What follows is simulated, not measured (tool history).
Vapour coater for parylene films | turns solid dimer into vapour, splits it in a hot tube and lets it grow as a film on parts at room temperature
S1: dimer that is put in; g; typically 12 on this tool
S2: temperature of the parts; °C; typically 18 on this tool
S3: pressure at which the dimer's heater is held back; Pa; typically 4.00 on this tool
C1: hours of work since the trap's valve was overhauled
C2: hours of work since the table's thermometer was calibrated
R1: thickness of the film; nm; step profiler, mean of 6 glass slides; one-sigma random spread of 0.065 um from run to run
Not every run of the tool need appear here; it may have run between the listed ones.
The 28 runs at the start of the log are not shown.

run	hour	S1	S2	S3	C1	C2	R1
29	1427.0	14	21	3.42	425	295	7140
30	1457.7	12	18	8.04	453	322	6180
31	1513.8	12	18	8.04	503	372	6040
# hour 1541.5: trap's valve overhauled
32	1549.3	9	26	6.66	7	400	3750
33	1594.7	15	19	4.44	47	441	8970
34	1652.9	12	18	2.69	99	492	8050
35	1705.8	12	28	2.69	146	539	5100
36	1776.0	12	18	10.56	208	602	6240
37	1825.2	18	16	4.00	252	645	11730
38	1877.3	12	15	4.00	298	691	8050
39	1943.7	7	18	10.63	357	750	3480
40	1990.1	7	29	2.11	398	792	2770
41	2046.5	6	29	3.45	449	842	2170

Branching from run 41: 3 alternative next runs. What would each branch give?
A	2110.6	14	21	3.45	505	899	?
B	2110.6	18	27	4.92	505	899	?
C	2110.6	13	23	9.42	505	899	?

run	R1
A	7020
B	6600
C	5200
Take away the tool's hidden state, keep each run's random variation, and the runs would have read:
run	R1
A	8070
B	7590
C	5980
